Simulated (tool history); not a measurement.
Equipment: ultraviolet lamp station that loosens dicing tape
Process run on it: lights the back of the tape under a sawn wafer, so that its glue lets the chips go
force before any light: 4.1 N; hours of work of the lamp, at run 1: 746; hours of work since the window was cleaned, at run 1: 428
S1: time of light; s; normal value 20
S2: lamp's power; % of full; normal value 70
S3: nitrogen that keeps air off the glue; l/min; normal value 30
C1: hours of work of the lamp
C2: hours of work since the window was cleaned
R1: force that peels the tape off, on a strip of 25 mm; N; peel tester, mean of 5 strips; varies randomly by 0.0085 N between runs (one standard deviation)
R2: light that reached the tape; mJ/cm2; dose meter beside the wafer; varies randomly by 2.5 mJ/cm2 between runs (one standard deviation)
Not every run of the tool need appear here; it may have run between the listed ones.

run,day,S1,S2,S3,C1,C2,R1,R2
1,0,20,70,30,746,428,0.574,223
# day 2.983: window cleaned of glue's vapour
2,3.258,20,70,30,777,3,0.499,236
3,6.696,20,70,30,811,36,0.518,235
4,10.054,20,70,30,844,69,0.533,228
5,11.996,20,70,30,863,88,0.533,228
6,15.062,20,70,30,893,118,0.563,227
7,17.483,20,70,30,916,142,0.553,218
8,19.717,13,70,30,938,163,1.118,140
9,22.467,13,70,30,965,190,1.134,139
10,24.038,13,70,30,980,206,1.097,141
11,27.296,21,98,50,1012,237,0.206,310
12,29.75,21,98,50,1036,261,0.228,310
# day 32.288: lamp changed
13,32.567,17,98,49,3,289,0.217,318
14,34.875,22,77,19,25,311,0.345,317
15,37.508,22,77,19,51,337,0.351,313
16,39.375,22,77,19,69,355,0.374,307
17,41.3,11,70,30,88,374,1.123,142
18,44.108,20,70,26,115,401,0.467,254

Hidden state at the last listed run before each entry between runs and at the first one after, where it differs:
After run 1, before run 2: window cleaned of glue's vapour (day 2.983)
  lamp's light, % of a new lamp's: 83.8 -> 83.1; light that the window lets through, % of a clean one's: 91.8 -> 99.9
  difference, measured minus the result without the unlogged condition, R1: +0.232 -> +0.156 N; R2: -66 -> -48 mJ/cm2
After run 12, before run 13: lamp changed (day 32.288)
  lamp's light, % of a new lamp's: 77.5 -> 99.2; light that the window lets through, % of a clean one's: 94.8 -> 94.3
  difference, measured minus the result without the unlogged condition, R1: +0.1 -> +0.029 N; R2: -111 -> -22 mJ/cm2

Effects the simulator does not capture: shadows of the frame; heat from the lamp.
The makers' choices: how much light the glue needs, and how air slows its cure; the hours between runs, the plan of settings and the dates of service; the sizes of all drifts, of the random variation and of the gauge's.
